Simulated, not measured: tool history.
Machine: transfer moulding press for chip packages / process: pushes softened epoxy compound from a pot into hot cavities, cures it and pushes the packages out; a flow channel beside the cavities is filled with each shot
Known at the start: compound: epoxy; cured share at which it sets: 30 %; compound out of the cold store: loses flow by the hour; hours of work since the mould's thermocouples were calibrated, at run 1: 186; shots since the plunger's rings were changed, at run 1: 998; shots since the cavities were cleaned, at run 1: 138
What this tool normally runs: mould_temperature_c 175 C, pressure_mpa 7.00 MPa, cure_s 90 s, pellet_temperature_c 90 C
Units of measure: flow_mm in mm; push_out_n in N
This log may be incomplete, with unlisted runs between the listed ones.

run	hour	mould_temperature_c	pressure_mpa	cure_s	pellet_temperature_c	hours of work since the mould's thermocouples were calibrated	shots since the plunger's rings were changed	shots since the cavities were cleaned	incoming compound's hours out of the cold store	flow_mm	push_out_n
1	0.0	175	7.00	90	90	186	998	138	43.8	538	289
# hour 42.2: cavities cleaned with cleaning compound and waxed
2	79.2	175	7.00	90	90	235	1906	431	46.5	530	299
# hour 94.7: cavities cleaned with cleaning compound and waxed
3	115.0	175	7.00	90	90	257	2307	236	35.9	559	287
# hour 148.0: cavities cleaned with cleaning compound and waxed
4	190.4	175	7.00	90	90	304	3172	496	10.6	639	320
# hour 203.6: cavities cleaned with cleaning compound and waxed
# hour 227.6: plunger's sealing rings changed
5	253.9	175	7.00	90	90	341	309	559	15.0	624	316
# hour 261.3: cavities cleaned with cleaning compound and waxed
# hour 313.8: cavities cleaned with cleaning compound and waxed
6	322.3	175	7.00	90	84	383	1074	100	47.5	527	308
# hour 368.0: cavities cleaned with cleaning compound and waxed
7	389.8	175	7.00	90	84	425	1844	254	22.6	601	312
# hour 421.1: cavities cleaned with cleaning compound and waxed
8	433.1	175	7.00	90	84	451	2333	140	45.4	534	301
# hour 472.8: cavities cleaned with cleaning compound and waxed
9	510.6	175	7.00	87	90	499	3222	442	34.2	567	317
# hour 527.5: cavities cleaned with cleaning compound and waxed
# hour 547.2: plunger's sealing rings changed
# hour 582.4: cavities cleaned with cleaning compound and waxed
10	584.3	175	7.00	90	90	542	416	22	45.1	533	294
# hour 635.9: cavities cleaned with cleaning compound and waxed
11	658.6	175	7.00	90	90	588	1267	265	41.3	542	296
# hour 688.7: cavities cleaned with cleaning compound and waxed
12	729.0	175	7.59	90	90	632	2073	471	45.0	559	292
# hour 745.2: cavities cleaned with cleaning compound and waxed
# hour 796.8: cavities cleaned with cleaning compound and waxed
13	811.6	175	6.62	90	90	682	3004	173	14.9	607	304
# hour 851.8: cavities cleaned with cleaning compound and waxed
# hour 865.2: plunger's sealing rings changed
14	882.0	175	6.62	90	90	724	196	324	21.8	588	304
# hour 909.2: cavities cleaned with cleaning compound and waxed
15	953.1	175	6.62	94	95	769	1010	514	36.6	542	266
# hour 960.3: cavities cleaned with cleaning compound and waxed
16	994.8	173	6.62	124	95	794	1480	404	40.3	540	227
# hour 1011.5: cavities cleaned with cleaning compound and waxed
17	1033.6	173	6.62	124	95	818	1915	258	22.6	589	218
# hour 1066.9: cavities cleaned with cleaning compound and waxed
18	1088.0	175	7.09	124	90	851	2534	247	20.9	607	227
# hour 1112.6: mould's thermocouples calibrated
# hour 1120.0: cavities cleaned with cleaning compound and waxed
19	1161.7	168	7.28	81	85	30	3354	487	26.1	626	654
# hour 1174.8: cavities cleaned with cleaning compound and waxed
# hour 1183.5: plunger's sealing rings changed
# hour 1231.6: cavities cleaned with cleaning compound and waxed
20	1239.7	175	5.41	70	97	76	639	94	13.1	551	523
# hour 1286.5: cavities cleaned with cleaning compound and waxed
21	1308.8	175	7.00	93	90	119	1429	260	43.9	536	269
# hour 1339.5: cavities cleaned with cleaning compound and waxed
# hour 1392.7: cavities cleaned with cleaning compound and waxed
22	1394.5	181	8.00	130	83	171	2397	22	37.6	575	217
# hour 1445.3: cavities cleaned with cleaning compound and waxed
23	1453.4	181	8.00	130	83	208	3067	95	32.5	588	217
# hour 1498.8: plunger's sealing rings changed
# hour 1500.3: cavities cleaned with cleaning compound and waxed
24	1525.0	181	8.00	130	88	250	289	289	24.6	616	217
# hour 1553.9: cavities cleaned with cleaning compound and waxed
25	1575.3	177	8.00	130	88	281	859	250	8.5	681	227
# hour 1607.6: cavities cleaned with cleaning compound and waxed
26	1642.6	177	7.36	130	88	323	1629	410	18.2	623	221

4 ways to go on from here, each from the tool as it stands after run 26. What would each give?
# hour 1662.4: cavities cleaned with cleaning compound and waxed
A	1689.2	176	6.67	106	88	351	2156	314	43.4	?	?
# hour 1662.4: cavities cleaned with cleaning compound and waxed
B	1689.2	177	7.36	99	88	351	2156	314	8.7	?	?
# hour 1662.4: cavities cleaned with cleaning compound and waxed
C	1689.2	168	6.58	90	90	351	2156	314	8.7	?	?
# hour 1662.4: cavities cleaned with cleaning compound and waxed
D	1689.2	177	7.36	130	82	351	2156	314	24.1	?	?

run	flow_mm	push_out_n
A	520	237
B	653	260
C	652	557
D	605	223
Take away the tool's hidden state, keep each run's random variation, and the runs would have read:
run	flow_mm	push_out_n
A	521	235
B	653	258
C	652	551
D	605	222
